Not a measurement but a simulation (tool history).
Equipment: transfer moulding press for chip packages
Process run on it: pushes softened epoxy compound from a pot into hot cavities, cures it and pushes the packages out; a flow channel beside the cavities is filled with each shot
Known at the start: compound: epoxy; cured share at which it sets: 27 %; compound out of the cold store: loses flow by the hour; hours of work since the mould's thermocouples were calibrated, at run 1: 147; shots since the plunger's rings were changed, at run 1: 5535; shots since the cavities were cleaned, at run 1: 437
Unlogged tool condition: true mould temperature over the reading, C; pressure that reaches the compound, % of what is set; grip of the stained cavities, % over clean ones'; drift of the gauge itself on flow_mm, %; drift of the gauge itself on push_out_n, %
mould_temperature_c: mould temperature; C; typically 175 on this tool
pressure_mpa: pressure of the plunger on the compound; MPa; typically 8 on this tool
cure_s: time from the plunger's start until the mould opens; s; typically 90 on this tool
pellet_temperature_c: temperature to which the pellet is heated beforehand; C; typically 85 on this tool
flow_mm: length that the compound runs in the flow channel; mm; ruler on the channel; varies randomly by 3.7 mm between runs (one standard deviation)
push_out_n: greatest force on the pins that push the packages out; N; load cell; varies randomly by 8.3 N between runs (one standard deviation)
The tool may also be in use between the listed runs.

run   hour  mould_temperature_c  pressure_mpa  cure_s  pellet_temperature_c  hours of work since the mould's thermocouples were calibrated  shots since the plunger's rings were changed  shots since the cavities were cleaned  incoming compound's hours out of the cold store  flow_mm  push_out_n
  1      0                  175             8      90                    85                                                            147                                          5535                                    437                                             33.1      939         362
       3.3  -- cavities cleaned with cleaning compound and waxed
  2   13.4                  175             8      90                    85                                                            155                                          5709                                    147                                             45.8      899         354
  3   25.7                  175             8      90                    85                                                            164                                          5889                                    327                                             35.9      941         369
  4   32.1                  175             8      90                    85                                                            169                                          5983                                    421                                             11.4     1004         367
      36.5  -- cavities cleaned with cleaning compound and waxed
  5   38.7                  175             8      84                    85                                                            173                                          6058                                     33                                             22.7      973         390
      47.1  -- plunger's sealing rings changed
  6     50                  175             8      92                    85                                                            179                                            43                                    162                                             39.5      918         351
  7   57.7                  175             8      92                    85                                                            185                                           156                                    275                                             32.1      948         350
  8   65.2                  175             8      92                    85                                                            190                                           266                                    385                                             18.9      989         359
      71.1  -- cavities cleaned with cleaning compound and waxed
  9     74                  175             8      90                    85                                                            196                                           373                                     42                                              9.4     1024         365
 10   85.4                  175             8      90                    85                                                            204                                           539                                    208                                             20.2      979         353
 11   94.4                  175             8      90                    85                                                            211                                           671                                    340                                             14.3      996         374
     103.3  -- cavities cleaned with cleaning compound and waxed
 12  105.1                  175             8      90                    85                                                            217                                           806                                     25                                             19.6      989         352
 13  111.9                  175             8      90                    85                                                            222                                           906                                    125                                             28.2      957         352
 14  119.7                  175             8      90                    85                                                            228                                          1021                                    240                                             17.5      995         349
 15  125.2                  169             8     107                    79                                                            232                                          1101                                    320                                             26.4      983         362
     135.9  -- cavities cleaned with cleaning compound and waxed
 16  138.5                  180          8.04     125                    87                                                            241                                          1273                                     37                                             36.5      914         320
 17  144.3                  180          8.04     125                    87                                                            245                                          1359                                    123                                             24.1      954         314
 18  154.8                  180          8.04      82                    87                                                            253                                          1512                                    276                                             13.2      990         349
 19  164.3                  180          8.04      82                    87                                                            260                                          1652                                    416                                             21.4      961         346
     168.8  -- cavities cleaned with cleaning compound and waxed
 20  174.9                  167          8.04     113                    87                                                            266                                          1785                                     90                                             27.8      991         372
 21  186.5                  181             7      90                    85                                                            275                                          1955                                    260                                             34.1      860         323
 22  195.7                  181             7      90                    85                                                            282                                          2090                                    395                                               18      903         333
     201.5  -- cavities cleaned with cleaning compound and waxed
 23  206.3                  181             7      90                    85                                                            288                                          2224                                     70                                             32.4      863         316
 24  214.1                  181             7      76                    89                                                            294                                          2338                                    184                                             34.3      859         352
 25  223.4                  181             7      76                    89                                                            301                                          2475                                    321                                             42.1      833         348
 26  232.1                  181             7      76                    89                                                            307                                          2601                                    447                                             21.2      900         351
     234.5  -- cavities cleaned with cleaning compound and waxed
 27  239.2                  181             7      76                    89                                                            311                                          2683                                     68                                             12.2      926         359
 28  247.7                  169          7.66      90                    85                                                            317                                          2807                                    192                                             26.5      959         459

Forecast each of these 3 alternatives for the next run:
  A  253.8                  175          7.79      90                    75                                                            322                                          2897                                    282                                             15.4        ?           ?
  B  253.8                  169          7.66      90                    89                                                            322                                          2897                                    282                                             33.7        ?           ?
  C  253.8                  169          6.14      90                    85                                                            322                                          2897                                    282                                               24        ?           ?

run  flow_mm  push_out_n
  A      981         359
  B      935         465
  C      866         466
What these runs would have given with no unlogged condition in the tool:
run  flow_mm  push_out_n
  A      982         356
  B      936         461
  C      866         463
